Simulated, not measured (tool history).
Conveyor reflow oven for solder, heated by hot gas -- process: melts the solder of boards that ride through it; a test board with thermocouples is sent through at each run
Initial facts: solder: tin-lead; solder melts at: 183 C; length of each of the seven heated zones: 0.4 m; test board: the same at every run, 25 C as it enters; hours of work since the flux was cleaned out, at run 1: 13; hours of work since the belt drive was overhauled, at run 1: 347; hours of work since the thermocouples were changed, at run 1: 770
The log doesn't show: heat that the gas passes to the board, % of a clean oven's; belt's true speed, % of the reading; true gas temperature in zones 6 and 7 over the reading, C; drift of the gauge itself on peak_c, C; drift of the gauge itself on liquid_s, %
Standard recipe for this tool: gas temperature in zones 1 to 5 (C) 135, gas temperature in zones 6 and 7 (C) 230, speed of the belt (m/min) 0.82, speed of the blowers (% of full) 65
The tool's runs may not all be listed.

run	hour	gas temperature in zones 1 to 5 (C)	gas temperature in zones 6 and 7 (C)	speed of the belt (m/min)	speed of the blowers (% of full)	hours of work since the flux was cleaned out	hours of work since the belt drive was overhauled	hours of work since the thermocouples were changed	highest temperature of the board (C)	time above the solder's melting point (s)
1	0	135	230	0.82	65	13	347	770	212.1	39.9
2	9	135	230	0.82	65	18	352	775	211.8	40.6
3	27.8	135	230	0.82	65	27	361	784	212.7	40
4	46.3	135	230	0.82	65	37	371	794	211.9	40.3
5	56.9	135	230	0.82	65	42	376	799	212	39.6
6	76.8	135	230	0.82	52	52	386	809	208.7	37.4
7	91.4	135	230	0.82	52	60	394	817	209.3	37
8	103	135	230	0.82	65	66	400	823	210.9	39.6
9	117.7	135	230	0.82	65	73	407	830	212.1	39.7
10	126.3	135	224	0.82	65	77	411	835	206.9	35.4
11	138.6	131	224	0.82	65	84	418	841	205.3	34.1
12	156.9	135	230	0.828	65	93	427	850	210.7	39.2
13	173.7	135	230	0.828	65	102	436	859	210.9	38.8
14	181.8	135	230	0.774	72	106	440	863	213.5	44.5
15	193	136	227	0.826	54	111	445	868	206.9	35.4
16	210.5	133	241	0.856	66	120	454	877	218.5	41.8
17	229.4	133	238	0.856	66	130	464	887	216.5	39.7
18	248.6	125	219	0.844	71	140	474	897	200.5	26.5
19	263.1	145	236	0.966	71	147	481	904	214.2	36.5
20	282.1	135	242	0.949	65	157	491	914	216.2	35.4
21	299.2	135	242	0.949	65	165	499	922	215.7	36
22	309.8	135	220	0.842	72	171	505	928	202.5	32
23	326.4	135	225	0.777	80	179	513	936	210.6	41.7
24	346	144	241	0.777	80	189	523	946	225.9	53.5
25	365.9	135	230	0.82	53	199	533	956	208.2	36.8
26	376.2	131	220	0.909	89	205	539	962	201.9	27.5

4 options for the next run, each taken on its own from the tool as it stands now. Forecast them:
A	393.8	148	231	0.8	65	214	547	971	?	?
B	393.8	131	220	0.909	69	214	547	971	?	?
C	393.8	144	230	0.688	65	214	547	971	?	?
D	393.8	121	220	0.726	89	214	547	971	?	?

run	highest temperature of the board (C)	time above the solder's melting point (s)
A	214.3	46.4
B	198.6	23.6
C	217	55.2
D	206.5	38.7
Without the tool's hidden state the same runs would have given:
run	highest temperature of the board (C)	time above the solder's melting point (s)
A	217.2	48
B	201.7	26.6
C	219.8	56.8
D	209.6	41.6

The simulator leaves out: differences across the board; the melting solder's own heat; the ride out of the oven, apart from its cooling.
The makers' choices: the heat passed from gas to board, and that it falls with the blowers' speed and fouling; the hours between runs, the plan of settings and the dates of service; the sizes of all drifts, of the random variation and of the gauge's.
